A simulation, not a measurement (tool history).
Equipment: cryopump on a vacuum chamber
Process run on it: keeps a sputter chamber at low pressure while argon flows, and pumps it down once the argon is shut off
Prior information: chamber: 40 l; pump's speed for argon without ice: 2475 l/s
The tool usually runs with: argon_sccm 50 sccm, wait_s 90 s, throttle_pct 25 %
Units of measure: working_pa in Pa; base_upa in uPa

run	hour	argon_sccm	wait_s	throttle_pct	working_pa	base_upa
1	0.0	50	90	25	0.1412	1.29
2	21.3	50	90	25	0.1409	1.29
3	35.5	50	90	37	0.0978	1.30
4	61.9	50	90	37	0.0977	1.30
5	87.1	50	90	37	0.0984	1.32
6	110.0	50	126	25	0.1430	1.27
7	124.5	50	126	25	0.1446	1.24
8	137.4	50	126	25	0.1431	1.25
9	155.1	50	126	25	0.1440	1.23
10	166.9	50	126	25	0.1460	1.28
11	180.0	50	126	25	0.1432	1.26
12	198.1	50	90	25	0.1445	1.47
13	219.0	27	34	22	0.0889	2.35
14	237.1	47	127	25	0.1363	1.35
15	259.6	47	127	25	0.1361	1.37
# hour 276.1: pump warmed up, emptied and cooled again
16	277.6	62	127	15	0.2835	1.17
17	302.5	68	239	20	0.2334	0.97
18	324.8	68	239	20	0.2330	1.01
19	347.6	37	90	52	0.0507	1.39
20	371.8	50	49	15	0.2302	1.86
21	395.6	50	176	17	0.2008	1.08
22	411.8	91	90	53	0.1210	1.39

Predict the results of run 23:
23	426.2	39	105	59	?	?

{"run 23": {"working_pa": 0.048, "base_upa": 1.33}}
With no hidden state in the tool, this same run would have given working_pa 0.0460 Pa, base_upa 0.56 uPa.
